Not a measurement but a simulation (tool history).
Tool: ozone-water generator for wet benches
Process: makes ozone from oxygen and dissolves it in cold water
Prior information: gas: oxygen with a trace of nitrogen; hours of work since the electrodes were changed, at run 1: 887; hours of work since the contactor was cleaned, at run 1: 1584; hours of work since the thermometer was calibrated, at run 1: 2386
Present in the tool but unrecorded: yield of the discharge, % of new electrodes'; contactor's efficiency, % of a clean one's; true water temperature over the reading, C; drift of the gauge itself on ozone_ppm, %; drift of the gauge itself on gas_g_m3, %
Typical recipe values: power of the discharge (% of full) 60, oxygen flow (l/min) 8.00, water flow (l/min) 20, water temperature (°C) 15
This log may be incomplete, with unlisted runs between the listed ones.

| run | hour | power of the discharge (% of full) | oxygen flow (l/min) | water flow (l/min) | water temperature (°C) | hours of work since the electrodes were changed | hours of work since the contactor was cleaned | hours of work since the thermometer was calibrated | dissolved ozone (ppm) | ozone in the gas ahead of the water (g/m3) |
|---|---|---|---|---|---|---|---|---|---|---|
| 1 | 0.0 | 60 | 8.00 | 20 | 15 | 887 | 1584 | 2386 | 29.3 | 236.6 |
| 2 | 43.9 | 60 | 8.99 | 20 | 15 | 918 | 1615 | 2417 | 29.8 | 228.6 |
| 3 | 88.0 | 60 | 8.99 | 20 | 15 | 949 | 1646 | 2448 | 29.8 | 228.9 |
| 4 | 169.6 | 60 | 8.99 | 20 | 15 | 1006 | 1704 | 2505 | 29.6 | 228.7 |
| 5 | 210.6 | 60 | 8.99 | 20 | 15 | 1035 | 1733 | 2534 | 29.7 | 229.2 |
| 6 | 257.8 | 60 | 8.00 | 26 | 15 | 1068 | 1766 | 2567 | 23.8 | 236.8 |
| 7 | 335.4 | 60 | 8.00 | 20 | 7 | 1123 | 1820 | 2622 | 32.7 | 237.6 |
| 8 | 378.9 | 60 | 8.00 | 20 | 7 | 1153 | 1851 | 2652 | 32.9 | 237.8 |
| 9 | 448.0 | 60 | 8.00 | 20 | 7 | 1202 | 1900 | 2701 | 32.9 | 235.3 |
| 10 | 506.8 | 60 | 8.00 | 20 | 7 | 1243 | 1941 | 2742 | 32.9 | 234.4 |
| 11 | 566.4 | 60 | 8.00 | 20 | 7 | 1285 | 1983 | 2784 | 32.9 | 238.0 |
| 12 | 604.0 | 60 | 8.00 | 20 | 7 | 1312 | 2009 | 2811 | 33.1 | 235.4 |
| 13 | 670.2 | 75 | 8.00 | 20 | 15 | 1358 | 2056 | 2857 | 33.7 | 277.1 |
| 14 | 724.7 | 75 | 8.00 | 20 | 15 | 1397 | 2094 | 2896 | 33.9 | 276.3 |
| 15 | 770.6 | 75 | 8.00 | 20 | 15 | 1429 | 2127 | 2928 | 33.8 | 276.7 |
| 16 | 809.9 | 75 | 8.00 | 20 | 15 | 1457 | 2154 | 2956 | 33.4 | 277.3 |
| 17 | 862.3 | 75 | 8.00 | 20 | 15 | 1493 | 2191 | 2993 | 33.6 | 276.2 |
| 18 | 924.0 | 54 | 8.21 | 20 | 15 | 1537 | 2235 | 3036 | 26.6 | 213.7 |
| 19 | 980.0 | 54 | 8.21 | 20 | 15 | 1576 | 2274 | 3075 | 26.6 | 214.8 |
| 20 | 1055.2 | 54 | 9.33 | 25 | 15 | 1629 | 2327 | 3128 | 23.0 | 207.0 |
|  | 1076.9 | water thermometer calibrated |
| 21 | 1094.4 | 62 | 8.00 | 12 | 14 | 1656 | 2354 | 12 | 40.9 | 236.1 |
| 22 | 1176.9 | 84 | 8.00 | 12 | 14 | 1714 | 2412 | 70 | 51.0 | 297.8 |
| 23 | 1226.3 | 78 | 4.56 | 20 | 15 | 1749 | 2447 | 105 | 30.5 | 335.9 |
| 24 | 1293.3 | 62 | 8.00 | 20 | 15 | 1796 | 2494 | 152 | 29.2 | 237.2 |
| 25 | 1346.6 | 74 | 8.00 | 16 | 15 | 1834 | 2532 | 190 | 38.2 | 271.5 |
| 26 | 1415.4 | 74 | 8.00 | 16 | 15 | 1882 | 2580 | 238 | 37.9 | 267.7 |
| 27 | 1458.4 | 81 | 8.00 | 20 | 14 | 1913 | 2610 | 268 | 35.2 | 288.2 |
| 28 | 1539.5 | 81 | 8.00 | 21 | 14 | 1970 | 2667 | 326 | 34.1 | 287.5 |
| 29 | 1578.5 | 81 | 8.00 | 21 | 14 | 1997 | 2695 | 353 | 34.3 | 286.9 |

Measured less the same run without the tool's hidden state. The same run-to-run variation is in both; the gauge's scatter may not be:
| run | dissolved ozone (ppm) | ozone in the gas ahead of the water (g/m3) |
|---|---|---|
| 1 | -1.7 | -6.5 |
| 2 | -1.8 | -6.3 |
| 3 | -1.7 | -6.5 |
| 4 | -1.8 | -6.8 |
| 5 | -1.8 | -7.0 |
| 6 | -1.6 | -7.5 |
| 7 | -2.2 | -7.8 |
| 8 | -2.2 | -7.9 |
| 9 | -2.2 | -8.1 |
| 10 | -2.3 | -8.4 |
| 11 | -2.4 | -8.6 |
| 12 | -2.4 | -8.8 |
| 13 | -2.8 | -12.7 |
| 14 | -2.9 | -13.0 |
| 15 | -2.9 | -13.2 |
| 16 | -2.9 | -13.4 |
| 17 | -3.0 | -13.6 |
| 18 | -2.1 | -8.3 |
| 19 | -2.1 | -8.6 |
| 20 | -2.0 | -8.5 |
| 21 | -3.3 | -11.0 |
| 22 | -4.8 | -17.9 |
| 23 | -3.0 | -19.6 |
| 24 | -2.7 | -11.8 |
| 25 | -3.8 | -15.9 |
| 26 | -3.8 | -16.0 |
| 27 | -3.9 | -18.8 |
| 28 | -3.8 | -19.2 |
| 29 | -4.0 | -19.4 |

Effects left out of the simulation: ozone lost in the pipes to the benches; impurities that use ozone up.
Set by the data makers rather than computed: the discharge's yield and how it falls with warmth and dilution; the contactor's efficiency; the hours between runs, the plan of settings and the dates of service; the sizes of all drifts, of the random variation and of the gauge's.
